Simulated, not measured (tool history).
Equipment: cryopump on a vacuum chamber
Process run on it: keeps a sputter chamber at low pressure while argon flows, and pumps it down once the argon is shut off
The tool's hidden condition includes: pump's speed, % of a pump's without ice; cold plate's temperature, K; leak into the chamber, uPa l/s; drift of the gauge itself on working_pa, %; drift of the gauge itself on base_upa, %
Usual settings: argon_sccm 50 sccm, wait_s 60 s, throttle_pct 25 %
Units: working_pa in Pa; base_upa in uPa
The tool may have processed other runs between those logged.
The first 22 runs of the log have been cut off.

| run | hour | argon_sccm | wait_s | throttle_pct | hours of work since the pump was warmed up and emptied | hours of work since the cold head was overhauled | hours of work since the chamber's fittings were tightened | working_pa | base_upa |
|---|---|---|---|---|---|---|---|---|---|
| 23 | 878.7 | 50 | 60 | 25 | 187 | 523 | 2010 | 0.1557 | 2.14 |
| 24 | 933.6 | 50 | 60 | 25 | 219 | 555 | 2042 | 0.1577 | 2.15 |
| 25 | 959.2 | 50 | 60 | 17 | 234 | 570 | 2057 | 0.2269 | 2.28 |
| 26 | 983.6 | 87 | 40 | 25 | 249 | 585 | 2072 | 0.2728 | 2.69 |
| 27 | 1012.6 | 28 | 190 | 25 | 266 | 602 | 2089 | 0.0883 | 1.67 |
| 28 | 1053.4 | 45 | 156 | 58 | 290 | 626 | 2113 | 0.0649 | 1.84 |
| 29 | 1077.9 | 45 | 156 | 58 | 305 | 641 | 2127 | 0.0652 | 1.72 |
| 30 | 1105.9 | 45 | 156 | 58 | 321 | 657 | 2144 | 0.0651 | 1.90 |
|  | 1136.3 | pump warmed up, emptied and cooled again |
| 31 | 1155.6 | 45 | 156 | 58 | 11 | 684 | 2170 | 0.0601 | 1.71 |
| 32 | 1181.9 | 42 | 55 | 25 | 27 | 699 | 2186 | 0.1291 | 2.29 |
| 33 | 1214.7 | 29 | 249 | 52 | 46 | 718 | 2205 | 0.0428 | 1.58 |
| 34 | 1245.1 | 50 | 157 | 25 | 64 | 736 | 2223 | 0.1543 | 1.74 |

3 options for the next run, each taken on its own from the tool as it stands now. Forecast them:
| A | 1282.1 | 50 | 187 | 25 | 86 | 758 | 2245 | ? | ? |
| B | 1282.1 | 22 | 24 | 25 | 86 | 758 | 2245 | ? | ? |
| C | 1282.1 | 50 | 157 | 30 | 86 | 758 | 2245 | ? | ? |

| run | working_pa | base_upa |
|---|---|---|
| A | 0.1556 | 1.70 |
| B | 0.0676 | 3.46 |
| C | 0.1295 | 1.77 |
The same runs, with their run-to-run variation unchanged, on a tool lacking any hidden condition would have given:
| run | working_pa | base_upa |
|---|---|---|
| A | 0.1527 | 0.41 |
| B | 0.0664 | 2.20 |
| C | 0.1266 | 0.49 |
